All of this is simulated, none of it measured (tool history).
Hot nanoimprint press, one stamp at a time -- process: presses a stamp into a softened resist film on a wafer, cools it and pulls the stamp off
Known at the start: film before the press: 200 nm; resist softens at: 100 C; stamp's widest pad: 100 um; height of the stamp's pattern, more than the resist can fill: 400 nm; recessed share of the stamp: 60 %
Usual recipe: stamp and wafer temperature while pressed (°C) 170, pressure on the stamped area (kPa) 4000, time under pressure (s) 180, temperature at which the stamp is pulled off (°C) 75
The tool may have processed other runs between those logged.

run	hour	stamp and wafer temperature while pressed (°C)	pressure on the stamped area (kPa)	time under pressure (s)	temperature at which the stamp is pulled off (°C)	resist left under the stamp's widest pad (angstrom)	greatest force while the stamp is pulled off (N)
1	0	170	4000	180	75	970	233
2	19.7	170	4000	180	75	969	235
3	59.9	170	4000	180	75	970	236
4	98.2	170	2620	180	75	1147	236
5	141.7	170	2620	180	75	1149	245
6	166.4	170	2620	180	75	1149	234
7	207.4	170	2620	180	75	1144	251
8	231.4	170	2620	180	75	1154	259
9	264.7	170	4000	231	75	898	251
10	283.7	170	4000	180	70	995	273
11	317.8	162	4000	180	75	1374	264
12	339.7	170	4000	180	62	993	318
13	375.6	170	4000	180	65	992	307
14	407.9	170	4000	180	64	996	316
15	451.1	170	4000	180	75	1005	283
16	487.7	166	4950	180	66	1103	318
17	508	170	3750	329	69	822	313
# hour 519.2: stamp cleaned and given a new release coat
18	554.1	170	3750	329	61	821	269
# hour 559.6: plate thermocouple calibrated
19	586.6	174	6160	339	75	539	228
20	605.7	163	4390	163	82	1365	204
21	649	170	3310	113	66	1271	261
22	683.4	181	3310	113	76	819	231
23	719.1	167	4000	180	80	1176	218
24	742.3	167	4810	219	80	1028	217
# hour 768.6: plate thermocouple calibrated, once more
25	782.8	177	4090	127	64	788	285
26	817.6	168	4000	180	75	1050	234
27	850	168	4000	180	75	1045	237
28	893.4	168	4000	180	75	1056	255
29	931.7	170	4720	180	79	901	240

Alternative continuations, all from the tool just after run 29; predict every row:
A	953.4	170	2840	149	75	?	?
B	953.4	170	4000	139	65	?	?
C	953.4	174	4720	121	76	?	?
D	953.4	180	4000	247	75	?	?
E	953.4	166	4720	238	80	?	?

run	resist left under the stamp's widest pad (angstrom)	greatest force while the stamp is pulled off (N)
A	1171	265
B	1055	298
C	880	243
D	530	257
E	978	235
Had the tool no hidden state, the same runs would have come out as:
run	resist left under the stamp's widest pad (angstrom)	greatest force while the stamp is pulled off (N)
A	1155	222
B	1036	249
C	859	204
D	518	215
E	956	197
